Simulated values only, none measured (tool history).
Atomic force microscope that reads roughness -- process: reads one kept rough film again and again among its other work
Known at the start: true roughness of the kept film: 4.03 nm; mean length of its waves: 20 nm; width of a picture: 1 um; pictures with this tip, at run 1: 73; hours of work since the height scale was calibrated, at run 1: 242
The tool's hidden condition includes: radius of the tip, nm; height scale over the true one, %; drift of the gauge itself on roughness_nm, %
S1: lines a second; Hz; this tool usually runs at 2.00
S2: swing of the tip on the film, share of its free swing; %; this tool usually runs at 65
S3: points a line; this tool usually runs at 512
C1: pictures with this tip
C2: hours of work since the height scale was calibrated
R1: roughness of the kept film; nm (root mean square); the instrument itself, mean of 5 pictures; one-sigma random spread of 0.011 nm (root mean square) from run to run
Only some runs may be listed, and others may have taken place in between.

Run 1, day 0.000: usual settings; C1 73; C2 242. Result: R1 1.559 nm (root mean square).
Run 2, day 1.162: usual settings; C1 108; C2 255. Result: R1 1.341 nm (root mean square).
At day 1.804: new tip fitted.
Run 3, day 1.962: usual settings but S3 316; C1 4; C2 263. Result: R1 2.480 nm (root mean square).
Run 4, day 2.471: usual settings but S3 316; C1 20; C2 269. Result: R1 2.198 nm (root mean square).
Run 5, day 3.233: usual settings but S3 316; C1 43; C2 277. Result: R1 1.875 nm (root mean square).
Run 6, day 4.362: usual settings but S1 1.93 Hz; C1 76; C2 290. Result: R1 1.589 nm (root mean square).
Run 7, day 5.371: usual settings; C1 107; C2 301. Result: R1 1.369 nm (root mean square).
Run 8, day 5.892: usual settings; C1 123; C2 307. Result: R1 1.287 nm (root mean square).
At day 6.008: height scale calibrated on a step standard.
At day 6.133: new tip fitted.
Run 9, day 6.550: usual settings but S2 59 %; C1 12; C2 6. Result: R1 2.414 nm (root mean square).
Run 10, day 7.350: usual settings but S1 1.01 Hz; C1 36; C2 15. Result: R1 2.091 nm (root mean square).
Run 11, day 7.946: usual settings but S1 1.01 Hz; C1 54; C2 21. Result: R1 1.863 nm (root mean square).
Run 12, day 8.929: usual settings but S1 1.01 Hz; C1 84; C2 32. Result: R1 1.596 nm (root mean square).
Run 13, day 10.033: usual settings but S1 1.01 Hz; C1 117; C2 44. Result: R1 1.372 nm (root mean square).
At day 10.400: new tip fitted.
Run 14, day 11.004: usual settings but S2 74 %; C1 18; C2 55. Result: R1 2.157 nm (root mean square).
Run 15, day 11.538: usual settings but S1 3.05 Hz, S2 63 %; C1 34; C2 60. Result: R1 1.962 nm (root mean square).
At day 11.658: height scale calibrated on a step standard, once more.
Run 16, day 12.500: usual settings but S1 3.38 Hz, S2 57 %, S3 401; C1 62; C2 9. Result: R1 1.696 nm (root mean square).
Run 17, day 13.083: usual settings but S1 3.38 Hz, S2 57 %, S3 401; C1 79; C2 16. Result: R1 1.547 nm (root mean square).
Run 18, day 13.771: usual settings but S1 3.38 Hz, S2 57 %, S3 401; C1 100; C2 23. Result: R1 1.408 nm (root mean square).
Run 19, day 14.412: usual settings but S1 3.38 Hz, S2 57 %, S3 401; C1 119; C2 30. Result: R1 1.316 nm (root mean square).

Predict the results of run 20:
At day 14.746: new tip fitted.
Run 20, day 15.421: usual settings but S1 2.82 Hz, S2 57 %, S3 673; C1 21; C2 41. Result: R1 ?.

R1: 2.255 nm (root mean square)
The same run, on a tool lacking any hidden state, would have yielded R1 2.649 nm (root mean square).
